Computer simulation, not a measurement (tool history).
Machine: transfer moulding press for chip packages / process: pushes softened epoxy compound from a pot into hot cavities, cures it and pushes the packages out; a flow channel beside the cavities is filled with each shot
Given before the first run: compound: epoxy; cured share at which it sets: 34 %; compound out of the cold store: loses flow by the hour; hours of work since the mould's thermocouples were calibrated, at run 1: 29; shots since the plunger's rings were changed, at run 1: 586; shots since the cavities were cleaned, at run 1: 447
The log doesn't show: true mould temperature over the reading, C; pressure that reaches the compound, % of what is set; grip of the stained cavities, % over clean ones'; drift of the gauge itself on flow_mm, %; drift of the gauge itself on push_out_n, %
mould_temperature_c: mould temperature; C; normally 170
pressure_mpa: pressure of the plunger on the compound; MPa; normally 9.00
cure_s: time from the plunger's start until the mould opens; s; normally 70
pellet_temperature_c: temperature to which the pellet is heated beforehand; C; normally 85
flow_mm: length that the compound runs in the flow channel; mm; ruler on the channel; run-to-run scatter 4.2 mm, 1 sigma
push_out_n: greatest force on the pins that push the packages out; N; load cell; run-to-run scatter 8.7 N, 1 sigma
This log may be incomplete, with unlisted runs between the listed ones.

run	hour	mould_temperature_c	pressure_mpa	cure_s	pellet_temperature_c	hours of work since the mould's thermocouples were calibrated	shots since the plunger's rings were changed	shots since the cavities were cleaned	incoming compound's hours out of the cold store	flow_mm	push_out_n
1	0.0	170	9.00	70	85	29	586	447	28.2	623	520
# hour 11.8: cavities cleaned with cleaning compound and waxed
# hour 60.4: cavities cleaned with cleaning compound and waxed
2	71.5	170	9.00	70	85	62	1409	133	33.2	595	440
# hour 110.9: cavities cleaned with cleaning compound and waxed
3	112.8	170	9.00	70	85	81	1887	23	47.9	548	392
# hour 159.6: cavities cleaned with cleaning compound and waxed
4	170.1	170	9.00	70	95	108	2557	126	36.4	575	433
# hour 207.7: cavities cleaned with cleaning compound and waxed
5	230.0	176	9.00	70	85	136	3259	268	20.6	616	436
# hour 259.0: cavities cleaned with cleaning compound and waxed
6	280.0	170	9.00	70	85	160	3841	252	28.9	589	493
# hour 308.2: cavities cleaned with cleaning compound and waxed
7	313.8	170	9.00	70	85	175	4229	68	33.5	574	397
# hour 356.5: cavities cleaned with cleaning compound and waxed
8	375.6	170	9.00	70	85	204	4953	228	29.4	576	477
# hour 404.9: cavities cleaned with cleaning compound and waxed
9	428.7	170	9.00	70	85	229	5573	286	14.3	625	504
# hour 456.5: cavities cleaned with cleaning compound and waxed
10	466.9	174	9.00	70	85	247	6014	125	21.1	577	418
# hour 485.7: plunger's sealing rings changed
# hour 508.2: cavities cleaned with cleaning compound and waxed
11	545.0	174	9.00	70	85	282	694	442	40.3	577	506
# hour 560.6: cavities cleaned with cleaning compound and waxed
12	593.4	170	8.65	51	85	305	1257	393	41.1	561	828
# hour 611.3: cavities cleaned with cleaning compound and waxed
# hour 660.8: cavities cleaned with cleaning compound and waxed
13	673.5	170	8.29	83	85	342	2183	152	23.3	607	400
# hour 709.3: cavities cleaned with cleaning compound and waxed
14	744.9	170	9.00	85	85	376	3023	428	38.7	567	475
# hour 759.4: cavities cleaned with cleaning compound and waxed
# hour 807.5: cavities cleaned with cleaning compound and waxed
15	819.9	172	10.57	85	85	410	3888	149	34.3	615	392
# hour 855.2: cavities cleaned with cleaning compound and waxed
16	881.3	169	10.57	85	88	439	4608	314	38.1	604	449
# hour 908.8: cavities cleaned with cleaning compound and waxed
# hour 958.7: cavities cleaned with cleaning compound and waxed
17	960.5	169	10.79	81	88	476	5523	22	23.4	643	374
# hour 1007.6: cavities cleaned with cleaning compound and waxed
# hour 1023.2: plunger's sealing rings changed
18	1040.9	169	10.28	81	89	513	213	370	11.8	740	479
# hour 1061.2: cavities cleaned with cleaning compound and waxed
# hour 1109.2: cavities cleaned with cleaning compound and waxed
19	1112.3	169	10.28	81	89	546	1034	36	31.4	652	391

Here are 5 independent what-if runs from the current tool condition. What would each one return?
# hour 1159.1: cavities cleaned with cleaning compound and waxed
A	1179.6	173	10.28	81	92	577	1825	247	33.8	?	?
# hour 1159.1: cavities cleaned with cleaning compound and waxed
B	1179.6	177	9.00	66	82	577	1825	247	8.3	?	?
# hour 1159.1: cavities cleaned with cleaning compound and waxed
C	1179.6	164	9.00	81	78	577	1825	247	32.2	?	?
# hour 1159.1: cavities cleaned with cleaning compound and waxed
D	1179.6	170	7.68	76	89	577	1825	247	12.7	?	?
# hour 1159.1: cavities cleaned with cleaning compound and waxed
E	1179.6	176	9.65	54	89	577	1825	247	23.9	?	?

run	flow_mm	push_out_n
A	630	420
B	670	456
C	606	505
D	629	434
E	640	503
Without the tool's hidden state the same runs would have given:
run	flow_mm	push_out_n
A	645	344
B	686	372
C	620	397
D	644	348
E	655	398

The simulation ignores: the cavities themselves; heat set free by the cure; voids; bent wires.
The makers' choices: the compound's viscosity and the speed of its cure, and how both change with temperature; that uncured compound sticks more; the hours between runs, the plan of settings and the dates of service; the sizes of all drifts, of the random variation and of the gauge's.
